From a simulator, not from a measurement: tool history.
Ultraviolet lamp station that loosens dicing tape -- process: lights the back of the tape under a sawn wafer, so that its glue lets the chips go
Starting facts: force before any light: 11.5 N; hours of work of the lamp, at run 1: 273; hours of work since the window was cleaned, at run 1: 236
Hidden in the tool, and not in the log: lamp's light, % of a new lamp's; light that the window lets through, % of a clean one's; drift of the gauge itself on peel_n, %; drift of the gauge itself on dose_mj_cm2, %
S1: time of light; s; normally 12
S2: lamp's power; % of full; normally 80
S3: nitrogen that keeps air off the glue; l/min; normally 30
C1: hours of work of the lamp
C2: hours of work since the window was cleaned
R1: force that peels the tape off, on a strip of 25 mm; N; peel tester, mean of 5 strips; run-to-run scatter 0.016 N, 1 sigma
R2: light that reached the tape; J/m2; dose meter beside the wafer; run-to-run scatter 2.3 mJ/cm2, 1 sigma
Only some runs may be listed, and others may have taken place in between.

{"run": 1, "hour": 0.0, "S1": 12, "S2": 80, "S3": 30, "C1": 273, "C2": 236, "R1": 0.767, "R2": 2110}
{"run": 2, "hour": 22.3, "S1": 18, "S2": 80, "S3": 30, "C1": 290, "C2": 253, "R1": 0.267, "R2": 3190}
{"run": 3, "hour": 46.0, "S1": 13, "S2": 80, "S3": 30, "C1": 308, "C2": 271, "R1": 0.615, "R2": 2300}
{"run": 4, "hour": 70.1, "S1": 12, "S2": 80, "S3": 30, "C1": 326, "C2": 289, "R1": 0.798, "R2": 2160}
{"run": 5, "hour": 86.8, "S1": 12, "S2": 80, "S3": 30, "C1": 339, "C2": 302, "R1": 0.763, "R2": 2090}
{"run": 6, "hour": 99.0, "S1": 12, "S2": 80, "S3": 21, "C1": 348, "C2": 311, "R1": 0.887, "R2": 2110}
{"run": 7, "hour": 123.2, "S1": 6, "S2": 63, "S3": 39, "C1": 366, "C2": 330, "R1": 3.6, "R2": 830}
{"run": 8, "hour": 141.6, "S1": 7, "S2": 84, "S3": 13, "C1": 380, "C2": 344, "R1": 2.658, "R2": 1330}
{"run": 9, "hour": 161.1, "S1": 20, "S2": 84, "S3": 13, "C1": 395, "C2": 358, "R1": 0.306, "R2": 3720}
{"run": 10, "hour": 182.4, "S1": 20, "S2": 84, "S3": 13, "C1": 411, "C2": 375, "R1": 0.296, "R2": 3730}
{"run": 11, "hour": 207.7, "S1": 20, "S2": 84, "S3": 13, "C1": 431, "C2": 394, "R1": 0.299, "R2": 3720}

What if the next run were any one of these 5? Each begins from the tool's condition after run 11:
{"run": "A", "hour": 227.0, "S1": 22, "S2": 90, "S3": 18, "C1": 445, "C2": 409, "R1": "?", "R2": "?"}
{"run": "B", "hour": 227.0, "S1": 19, "S2": 83, "S3": 13, "C1": 445, "C2": 409, "R1": "?", "R2": "?"}
{"run": "C", "hour": 227.0, "S1": 20, "S2": 80, "S3": 30, "C1": 445, "C2": 409, "R1": "?", "R2": "?"}
{"run": "D", "hour": 227.0, "S1": 20, "S2": 92, "S3": 13, "C1": 445, "C2": 409, "R1": "?", "R2": "?"}
{"run": "E", "hour": 227.0, "S1": 16, "S2": 80, "S3": 15, "C1": 445, "C2": 409, "R1": "?", "R2": "?"}

run=A R1=0.173 R2=4400
run=B R1=0.343 R2=3470
run=C R1=0.213 R2=3570
run=D R1=0.228 R2=4100
run=E R1=0.524 R2=2850
With the hidden condition removed and each run's random variation left untouched, the same runs would have given:
run=A R1=0.173 R2=4410
run=B R1=0.341 R2=3470
run=C R1=0.213 R2=3570
run=D R1=0.227 R2=4110
run=E R1=0.522 R2=2850

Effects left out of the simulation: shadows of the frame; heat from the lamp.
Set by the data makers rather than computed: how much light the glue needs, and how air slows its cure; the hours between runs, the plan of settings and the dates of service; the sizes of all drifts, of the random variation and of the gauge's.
